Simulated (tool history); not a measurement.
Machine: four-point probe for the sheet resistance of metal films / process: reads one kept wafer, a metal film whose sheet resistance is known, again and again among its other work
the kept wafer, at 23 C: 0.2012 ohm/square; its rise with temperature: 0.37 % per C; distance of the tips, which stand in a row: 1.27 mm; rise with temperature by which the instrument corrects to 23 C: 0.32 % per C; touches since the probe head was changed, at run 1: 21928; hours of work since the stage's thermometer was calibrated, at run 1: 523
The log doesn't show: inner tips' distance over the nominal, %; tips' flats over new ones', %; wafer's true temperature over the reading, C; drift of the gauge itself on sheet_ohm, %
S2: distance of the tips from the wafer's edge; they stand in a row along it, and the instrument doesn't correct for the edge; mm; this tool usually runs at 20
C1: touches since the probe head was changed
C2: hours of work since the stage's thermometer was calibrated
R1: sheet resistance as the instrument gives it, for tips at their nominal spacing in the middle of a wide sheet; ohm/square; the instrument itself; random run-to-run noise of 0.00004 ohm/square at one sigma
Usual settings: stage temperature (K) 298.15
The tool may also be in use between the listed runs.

{"run": 1, "hour": 0.0, "stage temperature (K)": 298.15, "S2": 20, "C1": 21928, "C2": 523, "R1": 0.201799}
{"run": 2, "hour": 70.8, "stage temperature (K)": 298.15, "S2": 20, "C1": 23700, "C2": 569, "R1": 0.20168}
{"run": 3, "hour": 136.1, "stage temperature (K)": 298.15, "S2": 20, "C1": 25338, "C2": 611, "R1": 0.201597}
{"run": 4, "hour": 207.7, "stage temperature (K)": 298.15, "S2": 40, "C1": 27130, "C2": 658, "R1": 0.201283}
{"run": 5, "hour": 275.4, "stage temperature (K)": 298.15, "S2": 40, "C1": 28825, "C2": 702, "R1": 0.201182}
{"run": 6, "hour": 311.1, "stage temperature (K)": 298.15, "S2": 40, "C1": 29720, "C2": 725, "R1": 0.20121}
{"run": 7, "hour": 346.2, "stage temperature (K)": 298.15, "S2": 40, "C1": 30597, "C2": 747, "R1": 0.201161}
{"run": 8, "hour": 418.5, "stage temperature (K)": 298.15, "S2": 40, "C1": 32409, "C2": 794, "R1": 0.201133}
{"run": 9, "hour": 452.9, "stage temperature (K)": 305.15, "S2": 39, "C1": 33269, "C2": 816, "R1": 0.201875}
{"run": 10, "hour": 490.5, "stage temperature (K)": 306.15, "S2": 4, "C1": 34211, "C2": 841, "R1": 0.212215}
{"run": 11, "hour": 554.9, "stage temperature (K)": 307.15, "S2": 3, "C1": 35824, "C2": 882, "R1": 0.219515}
{"run": 12, "hour": 616.9, "stage temperature (K)": 307.15, "S2": 3, "C1": 37377, "C2": 923, "R1": 0.219473}
{"run": 13, "hour": 661.6, "stage temperature (K)": 292.15, "S2": 7, "C1": 38497, "C2": 951, "R1": 0.203711}

5 options for the next run, each taken on its own from the tool as it stands now. Forecast them:
{"run": "A", "hour": 728.9, "stage temperature (K)": 294.15, "S2": 10, "C1": 40182, "C2": 995, "R1": "?"}
{"run": "B", "hour": 728.9, "stage temperature (K)": 306.15, "S2": 66, "C1": 40182, "C2": 995, "R1": "?"}
{"run": "C", "hour": 728.9, "stage temperature (K)": 303.15, "S2": 10, "C1": 40182, "C2": 995, "R1": "?"}
{"run": "D", "hour": 728.9, "stage temperature (K)": 303.15, "S2": 29, "C1": 40182, "C2": 995, "R1": "?"}
{"run": "E", "hour": 728.9, "stage temperature (K)": 303.15, "S2": 3, "C1": 40182, "C2": 995, "R1": "?"}

run=A R1=0.202063
run=B R1=0.201706
run=C R1=0.203072
run=D R1=0.201541
run=E R1=0.218958
Take away the tool's hidden state, keep each run's random variation, and the runs would have read:
run=A R1=0.202708
run=B R1=0.20236
run=C R1=0.203728
run=D R1=0.202192
run=E R1=0.219659
